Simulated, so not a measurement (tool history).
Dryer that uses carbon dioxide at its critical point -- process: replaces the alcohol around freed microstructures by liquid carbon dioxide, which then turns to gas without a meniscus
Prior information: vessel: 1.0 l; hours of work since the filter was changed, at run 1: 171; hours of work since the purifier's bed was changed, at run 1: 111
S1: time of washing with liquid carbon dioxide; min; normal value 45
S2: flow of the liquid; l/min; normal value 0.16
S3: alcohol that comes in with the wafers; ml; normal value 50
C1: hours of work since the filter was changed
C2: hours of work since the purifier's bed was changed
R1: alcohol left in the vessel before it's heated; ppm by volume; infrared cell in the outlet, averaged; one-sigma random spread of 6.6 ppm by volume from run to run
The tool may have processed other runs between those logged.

{"run": 1, "hour": 0.0, "S1": 45, "S2": 0.16, "S3": 50, "C1": 171, "C2": 111, "R1": 376}
{"run": 2, "hour": 32.2, "S1": 45, "S2": 0.16, "S3": 50, "C1": 196, "C2": 135, "R1": 416}
{"run": 3, "hour": 79.3, "S1": 45, "S2": 0.16, "S3": 50, "C1": 231, "C2": 171, "R1": 424}
{"hour": 94.7, "done": "inlet filter changed"}
{"run": 4, "hour": 120.2, "S1": 45, "S2": 0.16, "S3": 50, "C1": 19, "C2": 201, "R1": 362}
{"run": 5, "hour": 148.4, "S1": 45, "S2": 0.16, "S3": 50, "C1": 41, "C2": 222, "R1": 359}
{"run": 6, "hour": 199.8, "S1": 45, "S2": 0.153, "S3": 50, "C1": 79, "C2": 261, "R1": 474}
{"run": 7, "hour": 242.7, "S1": 45, "S2": 0.16, "S3": 50, "C1": 112, "C2": 294, "R1": 405}
{"run": 8, "hour": 271.7, "S1": 30, "S2": 0.16, "S3": 50, "C1": 134, "C2": 315, "R1": 1835}
{"run": 9, "hour": 318.6, "S1": 45, "S2": 0.16, "S3": 65, "C1": 169, "C2": 351, "R1": 542}
{"run": 10, "hour": 359.9, "S1": 45, "S2": 0.151, "S3": 65, "C1": 200, "C2": 382, "R1": 723}
{"run": 11, "hour": 400.9, "S1": 45, "S2": 0.151, "S3": 65, "C1": 231, "C2": 413, "R1": 754}
{"hour": 413.9, "done": "inlet filter changed"}
{"run": 12, "hour": 443.3, "S1": 45, "S2": 0.151, "S3": 65, "C1": 22, "C2": 444, "R1": 631}
{"run": 13, "hour": 491.9, "S1": 45, "S2": 0.174, "S3": 28, "C1": 59, "C2": 481, "R1": 246}
{"run": 14, "hour": 524.6, "S1": 45, "S2": 0.174, "S3": 28, "C1": 84, "C2": 506, "R1": 250}
{"run": 15, "hour": 570.7, "S1": 65, "S2": 0.171, "S3": 30, "C1": 118, "C2": 541, "R1": 154}
{"hour": 583.7, "done": "purifier's bed changed"}
{"run": 16, "hour": 612.6, "S1": 54, "S2": 0.109, "S3": 30, "C1": 148, "C2": 22, "R1": 541}
{"run": 17, "hour": 654.9, "S1": 54, "S2": 0.109, "S3": 30, "C1": 180, "C2": 54, "R1": 564}
{"run": 18, "hour": 687.0, "S1": 40, "S2": 0.18, "S3": 23, "C1": 204, "C2": 78, "R1": 185}
{"run": 19, "hour": 733.0, "S1": 40, "S2": 0.18, "S3": 23, "C1": 239, "C2": 113, "R1": 199}
{"hour": 737.2, "done": "inlet filter changed"}
{"run": 20, "hour": 776.2, "S1": 30, "S2": 0.122, "S3": 24, "C1": 29, "C2": 145, "R1": 1874}
{"run": 21, "hour": 825.4, "S1": 30, "S2": 0.122, "S3": 24, "C1": 67, "C2": 182, "R1": 1938}

What if the next run were any one of these 5? Each begins from the tool's condition after run 21:
{"run": "A", "hour": 865.6, "S1": 71, "S2": 0.217, "S3": 88, "C1": 97, "C2": 212, "R1": "?"}
{"run": "B", "hour": 865.6, "S1": 47, "S2": 0.115, "S3": 45, "C1": 97, "C2": 212, "R1": "?"}
{"run": "C", "hour": 865.6, "S1": 51, "S2": 0.157, "S3": 110, "C1": 97, "C2": 212, "R1": "?"}
{"run": "D", "hour": 865.6, "S1": 45, "S2": 0.16, "S3": 24, "C1": 97, "C2": 212, "R1": "?"}
{"run": "E", "hour": 865.6, "S1": 40, "S2": 0.139, "S3": 46, "C1": 97, "C2": 212, "R1": "?"}

run=A R1=65
run=B R1=1116
run=C R1=472
run=D R1=219
run=E R1=1020
The same runs, with their run-to-run variation unchanged, on a tool lacking any hidden condition would have given:
run=A R1=10
run=B R1=970
run=C R1=365
run=D R1=146
run=E R1=879
